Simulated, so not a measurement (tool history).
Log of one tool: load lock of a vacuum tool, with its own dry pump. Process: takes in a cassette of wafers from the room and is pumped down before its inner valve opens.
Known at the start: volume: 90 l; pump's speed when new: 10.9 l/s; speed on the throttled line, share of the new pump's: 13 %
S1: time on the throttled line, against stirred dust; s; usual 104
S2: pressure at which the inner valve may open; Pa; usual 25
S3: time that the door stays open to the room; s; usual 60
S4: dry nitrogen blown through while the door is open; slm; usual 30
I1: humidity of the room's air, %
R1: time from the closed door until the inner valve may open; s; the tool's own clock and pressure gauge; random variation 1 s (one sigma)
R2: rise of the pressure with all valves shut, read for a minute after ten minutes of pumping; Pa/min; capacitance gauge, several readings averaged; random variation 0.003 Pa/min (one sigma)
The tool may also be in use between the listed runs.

{"run": 1, "day": 0.0, "S1": 104, "S2": 25, "S3": 60, "S4": 30, "I1": 44.9, "R1": 159.5, "R2": 0.188}
{"run": 2, "day": 5.362, "S1": 104, "S2": 22, "S3": 60, "S4": 30, "I1": 46.1, "R1": 161.6, "R2": 0.18}
{"run": 3, "day": 11.838, "S1": 104, "S2": 22, "S3": 60, "S4": 30, "I1": 44.6, "R1": 163.0, "R2": 0.182}
{"run": 4, "day": 19.571, "S1": 104, "S2": 22, "S3": 60, "S4": 30, "I1": 48.7, "R1": 162.2, "R2": 0.194}
{"run": 5, "day": 27.483, "S1": 104, "S2": 25, "S3": 60, "S4": 6, "I1": 41.2, "R1": 160.2, "R2": 0.201}
{"run": 6, "day": 32.838, "S1": 104, "S2": 25, "S3": 60, "S4": 6, "I1": 47.6, "R1": 159.0, "R2": 0.206}
{"run": 7, "day": 40.333, "S1": 200, "S2": 25, "S3": 60, "S4": 30, "I1": 46.9, "R1": 243.3, "R2": 0.197}
{"run": 8, "day": 48.379, "S1": 200, "S2": 25, "S3": 60, "S4": 30, "I1": 40.1, "R1": 245.1, "R2": 0.191}
{"run": 9, "day": 55.3, "S1": 104, "S2": 25, "S3": 60, "S4": 30, "I1": 47.7, "R1": 162.2, "R2": 0.199}
{"run": 10, "day": 63.354, "S1": 104, "S2": 44, "S3": 60, "S4": 30, "I1": 43.4, "R1": 155.0, "R2": 0.209}
{"run": 11, "day": 71.392, "S1": 104, "S2": 44, "S3": 60, "S4": 30, "I1": 45.3, "R1": 156.3, "R2": 0.211}
{"run": 12, "day": 75.421, "S1": 104, "S2": 44, "S3": 60, "S4": 30, "I1": 45.6, "R1": 155.8, "R2": 0.212}
{"run": 13, "day": 78.875, "S1": 104, "S2": 25, "S3": 79, "S4": 30, "I1": 44.2, "R1": 161.1, "R2": 0.208}
{"run": 14, "day": 83.962, "S1": 104, "S2": 25, "S3": 79, "S4": 30, "I1": 43.5, "R1": 162.1, "R2": 0.208}
{"run": 15, "day": 88.842, "S1": 104, "S2": 25, "S3": 60, "S4": 30, "I1": 43.7, "R1": 159.6, "R2": 0.214}
{"run": 16, "day": 96.396, "S1": 104, "S2": 25, "S3": 60, "S4": 30, "I1": 45.3, "R1": 161.3, "R2": 0.22}
{"run": 17, "day": 101.029, "S1": 104, "S2": 26, "S3": 60, "S4": 30, "I1": 48.4, "R1": 160.1, "R2": 0.222}
{"run": 18, "day": 108.779, "S1": 104, "S2": 26, "S3": 60, "S4": 30, "I1": 44.4, "R1": 161.6, "R2": 0.222}
{"run": 19, "day": 114.058, "S1": 104, "S2": 25, "S3": 60, "S4": 30, "I1": 43.0, "R1": 163.8, "R2": 0.223}
{"run": 20, "day": 122.529, "S1": 104, "S2": 25, "S3": 60, "S4": 30, "I1": 46.3, "R1": 162.0, "R2": 0.229}
{"run": 21, "day": 131.033, "S1": 104, "S2": 33, "S3": 60, "S4": 30, "I1": 44.1, "R1": 158.5, "R2": 0.229}
{"run": 22, "day": 139.204, "S1": 52, "S2": 25, "S3": 60, "S4": 32, "I1": 46.7, "R1": 117.4, "R2": 0.227}
{"run": 23, "day": 146.129, "S1": 128, "S2": 23, "S3": 60, "S4": 17, "I1": 45.9, "R1": 182.8, "R2": 0.242}
{"run": 24, "day": 150.779, "S1": 82, "S2": 30, "S3": 60, "S4": 19, "I1": 44.0, "R1": 139.4, "R2": 0.24}
{"run": 25, "day": 156.125, "S1": 82, "S2": 40, "S3": 52, "S4": 19, "I1": 43.7, "R1": 137.8, "R2": 0.233}
{"run": 26, "day": 161.092, "S1": 156, "S2": 25, "S3": 60, "S4": 5, "I1": 44.9, "R1": 207.3, "R2": 0.255}
{"run": 27, "day": 168.917, "S1": 156, "S2": 25, "S3": 60, "S4": 5, "I1": 43.7, "R1": 209.3, "R2": 0.252}
{"run": 28, "day": 173.704, "S1": 97, "S2": 35, "S3": 60, "S4": 7, "I1": 49.1, "R1": 153.7, "R2": 0.253}
{"run": 29, "day": 181.721, "S1": 155, "S2": 35, "S3": 60, "S4": 7, "I1": 45.4, "R1": 204.7, "R2": 0.26}
{"run": 30, "day": 189.229, "S1": 69, "S2": 25, "S3": 60, "S4": 29, "I1": 46.8, "R1": 132.5, "R2": 0.248}
{"run": 31, "day": 193.996, "S1": 53, "S2": 24, "S3": 40, "S4": 30, "I1": 39.2, "R1": 118.9, "R2": 0.247}
{"run": 32, "day": 199.612, "S1": 53, "S2": 24, "S3": 151, "S4": 30, "I1": 44.9, "R1": 117.9, "R2": 0.266}
{"run": 33, "day": 203.229, "S1": 104, "S2": 37, "S3": 60, "S4": 30, "I1": 44.2, "R1": 158.7, "R2": 0.261}
{"run": 34, "day": 207.938, "S1": 96, "S2": 42, "S3": 99, "S4": 20, "I1": 44.7, "R1": 151.2, "R2": 0.263}
{"run": 35, "day": 215.383, "S1": 96, "S2": 42, "S3": 99, "S4": 20, "I1": 45.9, "R1": 151.2, "R2": 0.273}
{"run": 36, "day": 222.688, "S1": 66, "S2": 40, "S3": 60, "S4": 30, "I1": 44.7, "R1": 125.2, "R2": 0.265}
{"run": 37, "day": 229.846, "S1": 104, "S2": 25, "S3": 115, "S4": 30, "I1": 44.8, "R1": 163.0, "R2": 0.274}
{"run": 38, "day": 235.567, "S1": 104, "S2": 25, "S3": 115, "S4": 30, "I1": 46.3, "R1": 163.3, "R2": 0.275}

3 ways to go on from here, each from the tool as it stands after run 38. What would each give?
{"run": "A", "day": 243.679, "S1": 59, "S2": 25, "S3": 62, "S4": 15, "I1": 45.8, "R1": "?", "R2": "?"}
{"run": "B", "day": 243.679, "S1": 72, "S2": 25, "S3": 68, "S4": 30, "I1": 40.9, "R1": "?", "R2": "?"}
{"run": "C", "day": 243.679, "S1": 104, "S2": 23, "S3": 60, "S4": 6, "I1": 47.1, "R1": "?", "R2": "?"}

run=A R1=125.1 R2=0.276
run=B R1=135.5 R2=0.271
run=C R1=164.5 R2=0.283
Without the tool's hidden state the same runs would have given:
run=A R1=121.2 R2=0.014
run=B R1=131.6 R2=0.006
run=C R1=160.9 R2=0.020
